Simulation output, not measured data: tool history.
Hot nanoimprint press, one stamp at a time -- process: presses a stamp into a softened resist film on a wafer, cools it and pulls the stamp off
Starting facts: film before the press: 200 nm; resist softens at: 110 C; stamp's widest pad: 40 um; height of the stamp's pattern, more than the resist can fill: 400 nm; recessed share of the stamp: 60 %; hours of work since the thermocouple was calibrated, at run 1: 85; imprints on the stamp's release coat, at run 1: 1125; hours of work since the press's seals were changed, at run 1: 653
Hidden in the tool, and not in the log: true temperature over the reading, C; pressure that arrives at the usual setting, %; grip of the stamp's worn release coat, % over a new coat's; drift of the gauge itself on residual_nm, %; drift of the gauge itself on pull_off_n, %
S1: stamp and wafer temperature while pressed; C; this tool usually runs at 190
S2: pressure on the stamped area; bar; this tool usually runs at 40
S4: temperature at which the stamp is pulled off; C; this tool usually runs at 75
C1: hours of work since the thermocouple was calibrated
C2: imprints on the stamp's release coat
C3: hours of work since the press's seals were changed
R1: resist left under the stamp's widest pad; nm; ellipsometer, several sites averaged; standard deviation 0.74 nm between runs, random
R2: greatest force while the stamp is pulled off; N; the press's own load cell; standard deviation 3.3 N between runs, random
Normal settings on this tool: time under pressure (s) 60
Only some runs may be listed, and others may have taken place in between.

run 1 hour=0 | S1=190 S2=40 time_under_pressure_(s)=60 S4=75 | C1=85 C2=1125 C3=653 | R1=94.9 R2=210
run 2 hour=56.1 | S1=190 S2=40 time_under_pressure_(s)=60 S4=75 | C1=114 C2=1286 C3=681 | R1=94.4 R2=221
-- hour=70.4 stamp cleaned and given a new release coat
run 3 hour=133.8 | S1=190 S2=40 time_under_pressure_(s)=60 S4=75 | C1=150 C2=181 C3=717 | R1=95.2 R2=170
run 4 hour=185.2 | S1=190 S2=40 time_under_pressure_(s)=60 S4=75 | C1=176 C2=328 C3=743 | R1=94.3 R2=178
run 5 hour=246.7 | S1=190 S2=40 time_under_pressure_(s)=60 S4=75 | C1=207 C2=504 C3=775 | R1=95.1 R2=186
run 6 hour=311.8 | S1=190 S2=40 time_under_pressure_(s)=60 S4=75 | C1=240 C2=690 C3=808 | R1=94.2 R2=188
run 7 hour=380.6 | S1=190 S2=40 time_under_pressure_(s)=60 S4=75 | C1=275 C2=886 C3=843 | R1=97.3 R2=205
run 8 hour=454.7 | S1=190 S2=40 time_under_pressure_(s)=60 S4=75 | C1=313 C2=1098 C3=880 | R1=98.9 R2=223
-- hour=541 stamp cleaned and given a new release coat
run 9 hour=546.6 | S1=190 S2=40 time_under_pressure_(s)=60 S4=75 | C1=356 C2=16 C3=924 | R1=97.8 R2=158
run 10 hour=622.8 | S1=190 S2=40 time_under_pressure_(s)=48 S4=75 | C1=395 C2=234 C3=962 | R1=106.7 R2=172
run 11 hour=673.5 | S1=190 S2=40 time_under_pressure_(s)=48 S4=75 | C1=421 C2=379 C3=988 | R1=107.1 R2=183
-- hour=748.9 press's hydraulic seals changed and the load cell set to zero
run 12 hour=754.4 | S1=190 S2=40 time_under_pressure_(s)=60 S4=83 | C1=458 C2=587 C3=3 | R1=94.9 R2=174
-- hour=842.1 plate thermocouple calibrated
run 13 hour=846.3 | S1=190 S2=40 time_under_pressure_(s)=60 S4=83 | C1=2 C2=841 C3=48 | R1=90 R2=182
run 14 hour=892 | S1=190 S2=40 time_under_pressure_(s)=60 S4=83 | C1=25 C2=972 C3=71 | R1=88.3 R2=185
run 15 hour=938.8 | S1=190 S2=40 time_under_pressure_(s)=60 S4=83 | C1=49 C2=1105 C3=95 | R1=90.7 R2=191
-- hour=1020 stamp cleaned and given a new release coat
run 16 hour=1024.8 | S1=190 S2=24.1 time_under_pressure_(s)=60 S4=61 | C1=90 C2=14 C3=135 | R1=116.1 R2=185
run 17 hour=1108 | S1=190 S2=24.1 time_under_pressure_(s)=60 S4=61 | C1=132 C2=252 C3=178 | R1=116 R2=194
run 18 hour=1190.1 | S1=193 S2=40 time_under_pressure_(s)=79 S4=65 | C1=174 C2=486 C3=219 | R1=74.1 R2=203
run 19 hour=1272.1 | S1=201 S2=40 time_under_pressure_(s)=57 S4=66 | C1=215 C2=721 C3=261 | R1=60.9 R2=215
run 20 hour=1324.3 | S1=201 S2=40 time_under_pressure_(s)=75 S4=74 | C1=242 C2=870 C3=287 | R1=54.4 R2=205
run 21 hour=1404.8 | S1=190 S2=40 time_under_pressure_(s)=60 S4=72 | C1=282 C2=1100 C3=328 | R1=93.9 R2=222
run 22 hour=1448.4 | S1=191 S2=46.5 time_under_pressure_(s)=45 S4=66 | C1=305 C2=1224 C3=350 | R1=93.5 R2=244
-- hour=1488.7 stamp cleaned and given a new release coat
run 23 hour=1534.8 | S1=191 S2=46.5 time_under_pressure_(s)=45 S4=66 | C1=345 C2=132 C3=391 | R1=92.6 R2=190
run 24 hour=1595.5 | S1=181 S2=40 time_under_pressure_(s)=42 S4=75 | C1=376 C2=305 C3=422 | R1=145.7 R2=172
run 25 hour=1676.1 | S1=181 S2=40 time_under_pressure_(s)=42 S4=75 | C1=417 C2=535 C3=463 | R1=147.2 R2=190
run 26 hour=1716.1 | S1=181 S2=40 time_under_pressure_(s)=42 S4=75 | C1=437 C2=650 C3=483 | R1=144.9 R2=186
run 27 hour=1777.2 | S1=193 S2=31.9 time_under_pressure_(s)=95 S4=75 | C1=468 C2=824 C3=514 | R1=81.5 R2=201
-- hour=1846.4 plate thermocouple calibrated
run 28 hour=1853.6 | S1=193 S2=31.9 time_under_pressure_(s)=95 S4=75 | C1=4 C2=1034 C3=551 | R1=79 R2=207
run 29 hour=1904.1 | S1=200 S2=48.9 time_under_pressure_(s)=100 S4=61 | C1=29 C2=1178 C3=577 | R1=45.8 R2=256

Forecast each of these 4 alternatives for the next run:
-- hour=1956.9 stamp cleaned and given a new release coat
run A hour=1974 | S1=190 S2=40 time_under_pressure_(s)=60 S4=62 | C1=62 C2=49 C3=609 | R1=? R2=?
-- hour=1956.9 stamp cleaned and given a new release coat
run B hour=1974 | S1=185 S2=39 time_under_pressure_(s)=100 S4=61 | C1=62 C2=49 C3=609 | R1=? R2=?
-- hour=1956.9 stamp cleaned and given a new release coat
run C hour=1974 | S1=190 S2=39.3 time_under_pressure_(s)=60 S4=78 | C1=62 C2=49 C3=609 | R1=? R2=?
-- hour=1956.9 stamp cleaned and given a new release coat
run D hour=1974 | S1=198 S2=48.9 time_under_pressure_(s)=95 S4=68 | C1=62 C2=49 C3=609 | R1=? R2=?

run=A R1=92.7 R2=189
run=B R1=98.2 R2=183
run=C R1=93.4 R2=159
run=D R1=50 R2=181
Stripped of hidden state, with their random variation kept, the same runs would have yielded:
run=A R1=89.4 R2=186
run=B R1=94.9 R2=180
run=C R1=90.2 R2=156
run=D R1=47.8 R2=178
